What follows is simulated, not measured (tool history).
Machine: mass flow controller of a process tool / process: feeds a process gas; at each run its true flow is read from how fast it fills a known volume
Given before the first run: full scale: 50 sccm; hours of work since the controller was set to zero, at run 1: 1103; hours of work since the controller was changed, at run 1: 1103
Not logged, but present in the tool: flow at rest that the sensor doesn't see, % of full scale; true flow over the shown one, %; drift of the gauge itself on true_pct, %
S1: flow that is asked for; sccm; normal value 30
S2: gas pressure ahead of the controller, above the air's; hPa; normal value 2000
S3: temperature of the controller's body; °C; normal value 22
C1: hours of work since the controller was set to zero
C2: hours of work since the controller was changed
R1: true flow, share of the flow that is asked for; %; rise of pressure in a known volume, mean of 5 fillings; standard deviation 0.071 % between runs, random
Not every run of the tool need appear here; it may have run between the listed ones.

run   hour  S1    S2  S3    C1    C2     R1
  1    0.0  30  2000  22  1103  1103  99.50
  2   53.7  30  2000  22  1119  1119  99.58
  3  132.3  30  2000  22  1143  1143  99.38
  4  199.6   7  2000  22  1163  1163  99.25
  5  291.7  30  2000  22  1191  1191  99.55
  6  356.2  30  2000  22  1211  1211  99.51
  7  403.9  30  2000  22  1225  1225  99.56
  8  505.2  30  2030  22  1256  1256  99.56
     512.0  -- controller's zero set anew
  9  561.8  18  2540  31    15  1273  99.06
 10  623.3  17  2000  21    34  1291  99.34
 11  737.0  17  1500  25    68  1326  98.93
 12  795.2   6  1690  24    86  1343  99.50
 13  857.0   6  1980  24   104  1362  99.67
 14  933.0   8  2300  27   127  1385  99.35

Here are 4 independent what-if runs from the current tool condition. What would each one return?
  A  1041.7  30  2250  33  160  1418   ?
  B  1041.7   7  1540  26  160  1418   ?
  C  1041.7  39  2000  22  160  1418   ?
  D  1041.7  10  2430  25  160  1418   ?

run     R1
  A  99.02
  B  99.32
  C  99.80
  D  99.51
Take away the tool's hidden state, keep each run's random variation, and the runs would have read:
run     R1
  A  98.96
  B  98.38
  C  99.80
  D  98.92
